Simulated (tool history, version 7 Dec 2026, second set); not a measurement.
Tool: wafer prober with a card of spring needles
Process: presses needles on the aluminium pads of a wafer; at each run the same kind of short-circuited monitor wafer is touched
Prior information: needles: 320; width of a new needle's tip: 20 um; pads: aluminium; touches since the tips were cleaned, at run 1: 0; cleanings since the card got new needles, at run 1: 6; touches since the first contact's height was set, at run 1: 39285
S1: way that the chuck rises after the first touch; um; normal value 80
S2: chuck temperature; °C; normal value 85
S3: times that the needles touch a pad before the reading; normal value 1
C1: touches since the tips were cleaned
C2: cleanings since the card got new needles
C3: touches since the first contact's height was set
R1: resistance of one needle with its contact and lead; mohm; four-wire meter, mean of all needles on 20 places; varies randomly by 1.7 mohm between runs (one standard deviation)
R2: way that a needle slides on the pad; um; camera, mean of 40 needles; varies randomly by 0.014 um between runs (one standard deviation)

Run 1, hour 0: usual settings; C1 0; C2 6; C3 39285. Result: R1 179 mohm, R2 15.43 um.
Run 2, hour 6.4: usual settings; C1 2126; C2 6; C3 41411. Result: R1 210 mohm, R2 15.44 um.
At hour 17.8: tips cleaned on abrasive film.
Run 3, hour 18: usual settings; C1 77; C2 7; C3 45268. Result: R1 181 mohm, R2 15.44 um.
Run 4, hour 23.6: usual settings; C1 1957; C2 7; C3 47148. Result: R1 209 mohm, R2 15.43 um.
Run 5, hour 30: usual settings; C1 4089; C2 7; C3 49280. Result: R1 222 mohm, R2 15.44 um.
At hour 35.3: tips cleaned on abrasive film.
Run 6, hour 38.2: usual settings but S2 89 °C; C1 955; C2 8; C3 51964. Result: R1 200 mohm, R2 15.45 um.
Run 7, hour 47.4: usual settings; C1 4046; C2 8; C3 55055. Result: R1 224 mohm, R2 15.45 um.
At hour 53.2: tips cleaned on abrasive film.
Run 8, hour 54: usual settings; C1 281; C2 9; C3 57222. Result: R1 185 mohm, R2 15.42 um.
Run 9, hour 63.7: usual settings; C1 3507; C2 9; C3 60448. Result: R1 217 mohm, R2 15.41 um.
At hour 71.1: tips cleaned on abrasive film.
Run 10, hour 71.7: usual settings; C1 212; C2 10; C3 63095. Result: R1 184 mohm, R2 15.4 um.
Run 11, hour 78.6: usual settings but S2 72 °C; C1 2515; C2 10; C3 65398. Result: R1 209 mohm, R2 15.4 um.
Run 12, hour 87.1: usual settings but S3 2; C1 5362; C2 10; C3 68245. Result: R1 210 mohm, R2 15.42 um.
At hour 89: tips cleaned on abrasive film.
Run 13, hour 97.3: usual settings but S3 2; C1 2752; C2 11; C3 71598. Result: R1 200 mohm, R2 15.4 um.
Run 14, hour 105.4: usual settings; C1 5472; C2 11; C3 74318. Result: R1 232 mohm, R2 15.4 um.
At hour 106.5: tips cleaned on abrasive film.
Run 15, hour 110.8: usual settings; C1 1442; C2 12; C3 76080. Result: R1 206 mohm, R2 15.4 um.
Run 16, hour 121.2: usual settings; C1 4918; C2 12; C3 79556. Result: R1 232 mohm, R2 15.37 um.
At hour 124.3: tips cleaned on abrasive film.
Run 17, hour 127.7: usual settings; C1 1119; C2 13; C3 81692. Result: R1 198 mohm, R2 15.4 um.
At hour 129: height of the first contact set anew.
Run 18, hour 137: usual settings but S1 62 um, S2 68 °C; C1 4141; C2 13; C3 2695. Result: R1 257 mohm, R2 11.82 um.
At hour 142.4: tips cleaned on abrasive film.
At hour 146.4: height of the first contact set anew, once more.
Run 19, hour 148.4: usual settings but S1 62 um, S2 68 °C; C1 1920; C2 14; C3 666. Result: R1 231 mohm, R2 12.01 um.
Run 20, hour 156.2: usual settings but S2 26 °C; C1 4511; C2 14; C3 3257. Result: R1 220 mohm, R2 15.49 um.
At hour 160.2: tips cleaned on abrasive film.
Run 21, hour 165.6: usual settings but S2 90 °C; C1 1781; C2 15; C3 6360. Result: R1 204 mohm, R2 15.48 um.
Run 22, hour 174.2: usual settings but S2 90 °C; C1 4649; C2 15; C3 9228. Result: R1 228 mohm, R2 15.49 um.
At hour 178.2: tips cleaned on abrasive film.
Run 23, hour 181.6: usual settings but S1 94 um, S2 27 °C, S3 3; C1 1136; C2 16; C3 11693. Result: R1 168 mohm, R2 18.17 um.
Run 24, hour 188.2: usual settings but S1 64 um, S2 60 °C, S3 2; C1 3319; C2 16; C3 13876. Result: R1 216 mohm, R2 12.38 um.
At hour 195.9: tips cleaned on abrasive film.
Run 25, hour 196.9: usual settings but S2 72 °C, S3 2; C1 340; C2 17; C3 16756. Result: R1 181 mohm, R2 15.48 um.
Run 26, hour 208.5: usual settings but S2 72 °C, S3 2; C1 4199; C2 17; C3 20615. Result: R1 203 mohm, R2 15.47 um.
At hour 213.9: tips cleaned on abrasive film.
Run 27, hour 216.4: usual settings but S1 61 um, S2 32 °C; C1 818; C2 18; C3 23224. Result: R1 200 mohm, R2 11.78 um.
Run 28, hour 225.6: usual settings but S1 60 um, S3 3; C1 3885; C2 18; C3 26291. Result: R1 212 mohm, R2 11.58 um.
At hour 231.7: tips cleaned on abrasive film.
Run 29, hour 235.2: usual settings but S1 60 um, S3 3; C1 1170; C2 19; C3 29484. Result: R1 197 mohm, R2 11.57 um.
Run 30, hour 246.4: usual settings but S1 60 um, S3 3; C1 4911; C2 19; C3 33225. Result: R1 214 mohm, R2 11.57 um.
At hour 249.7: tips cleaned on abrasive film.
Run 31, hour 255.5: usual settings but S1 60 um, S2 77 °C, S3 2; C1 1935; C2 20; C3 36215. Result: R1 212 mohm, R2 11.56 um.
Run 32, hour 261.5: usual settings but S1 65 um, S2 37 °C, S3 2; C1 3936; C2 20; C3 38216. Result: R1 215 mohm, R2 12.55 um.
At hour 267.4: tips cleaned on abrasive film.
Run 33, hour 272.4: usual settings but S1 65 um, S2 37 °C, S3 2; C1 1669; C2 21; C3 41850. Result: R1 198 mohm, R2 12.53 um.

What differs in the tool's unlogged condition from the final listed run ahead of each entry between runs to the first listed run following it?
After run 2, before run 3: tips cleaned on abrasive film (hour 17.8)
  debris on the tips, nm: 55.2 -> 9; way that the needles fall short of the set height, um: 0.27 -> 0.31; tips' diameter, um: 20.09 -> 20.11
  measured result minus the result with no hidden state, R1: +32 -> +5 mohm; R2: -0.05 -> -0.06 um
After run 5, before run 6: tips cleaned on abrasive film (hour 35.3)
  debris on the tips, nm: 78.8 -> 30.5; way that the needles fall short of the set height, um: 0.31 -> 0.35; tips' diameter, um: 20.11 -> 20.12
  measured result minus the result with no hidden state, R1: +46 -> +18 mohm; R2: -0.06 -> -0.07 um
After run 7, before run 8: tips cleaned on abrasive film (hour 53.2)
  debris on the tips, nm: 76.5 -> 13.6; way that the needles fall short of the set height, um: 0.35 -> 0.4; tips' diameter, um: 20.12 -> 20.14
  measured result minus the result with no hidden state, R1: +46 -> +8 mohm; R2: -0.06 -> -0.08 um
After run 9, before run 10: tips cleaned on abrasive film (hour 71.1)
  debris on the tips, nm: 72 -> 10.3; way that the needles fall short of the set height, um: 0.4 -> 0.45; tips' diameter, um: 20.14 -> 20.16
  measured result minus the result with no hidden state, R1: +42 -> +6 mohm; R2: -0.08 -> -0.09 um
After run 12, before run 13: tips cleaned on abrasive film (hour 89)
  debris on the tips, nm: 89.2 -> 62.6; way that the needles fall short of the set height, um: 0.45 -> 0.48; tips' diameter, um: 20.16 -> 20.17
  measured result minus the result with no hidden state, R1: +33 -> +22 mohm; R2: -0.09 -> -0.09 um
After run 14, before run 15: tips cleaned on abrasive film (hour 106.5)
  debris on the tips, nm: 89.1 -> 46.2; way that the needles fall short of the set height, um: 0.48 -> 0.53; tips' diameter, um: 20.17 -> 20.19
  measured result minus the result with no hidden state, R1: +53 -> +28 mohm; R2: -0.1 -> -0.11 um
After run 16, before run 17: tips cleaned on abrasive film (hour 124.3)
  debris on the tips, nm: 88.8 -> 34.2; way that the needles fall short of the set height, um: 0.53 -> 0.58; tips' diameter, um: 20.19 -> 20.2
  measured result minus the result with no hidden state, R1: +54 -> +21 mohm; R2: -0.11 -> -0.11 um
After run 17, before run 18: height of the first contact set anew (hour 129)
  debris on the tips, nm: 34.2 -> 78.7; way that the needles fall short of the set height, um: 0.58 -> 0.92
  measured result minus the result with no hidden state, R1: +21 -> +80 mohm; R2: -0.11 -> -0.18 um
After run 18, before run 19: tips cleaned on abrasive film (hour 142.4); height of the first contact set anew, once more (hour 146.4)
  debris on the tips, nm: 78.7 -> 51.7; way that the needles fall short of the set height, um: 0.92 -> 0; tips' diameter, um: 20.2 -> 20.22
  measured result minus the result with no hidden state, R1: +80 -> +51 mohm; R2: -0.18 -> +0 um
After run 20, before run 21: tips cleaned on abrasive film (hour 160.2)
  debris on the tips, nm: 81.9 -> 49.1; way that the needles fall short of the set height, um: 0 -> 0.05; tips' diameter, um: 20.22 -> 20.24
  measured result minus the result with no hidden state, R1: +54 -> +29 mohm; R2: +0 -> -0.01 um
After run 22, before run 23: tips cleaned on abrasive film (hour 178.2)
  debris on the tips, nm: 83.1 -> 34.6; way that the needles fall short of the set height, um: 0.05 -> 0.11; tips' diameter, um: 20.24 -> 20.26
  measured result minus the result with no hidden state, R1: +49 -> +6 mohm; R2: -0.01 -> -0.02 um
After run 24, before run 25: tips cleaned on abrasive film (hour 195.9)
  debris on the tips, nm: 70.5 -> 15.3; way that the needles fall short of the set height, um: 0.11 -> 0.15; tips' diameter, um: 20.26 -> 20.27
  measured result minus the result with no hidden state, R1: +40 -> +6 mohm; R2: -0.02 -> -0.03 um
After run 26, before run 27: tips cleaned on abrasive film (hour 213.9)
  debris on the tips, nm: 78.4 -> 24.5; way that the needles fall short of the set height, um: 0.15 -> 0.2; tips' diameter, um: 20.27 -> 20.29
  measured result minus the result with no hidden state, R1: +29 -> +27 mohm; R2: -0.03 -> -0.04 um
After run 28, before run 29: tips cleaned on abrasive film (hour 231.7)
  debris on the tips, nm: 74.7 -> 39.1; way that the needles fall short of the set height, um: 0.2 -> 0.24; tips' diameter, um: 20.29 -> 20.3
  measured result minus the result with no hidden state, R1: +29 -> +14 mohm; R2: -0.04 -> -0.05 um
After run 30, before run 31: tips cleaned on abrasive film (hour 249.7)
  debris on the tips, nm: 86.3 -> 52; way that the needles fall short of the set height, um: 0.24 -> 0.28; tips' diameter, um: 20.3 -> 20.32
  measured result minus the result with no hidden state, R1: +32 -> +32 mohm; R2: -0.05 -> -0.06 um
After run 32, before run 33: tips cleaned on abrasive film (hour 267.4)
  debris on the tips, nm: 76.8 -> 45.6; way that the needles fall short of the set height, um: 0.28 -> 0.32; tips' diameter, um: 20.32 -> 20.33
  measured result minus the result with no hidden state, R1: +44 -> +27 mohm; R2: -0.06 -> -0.06 um
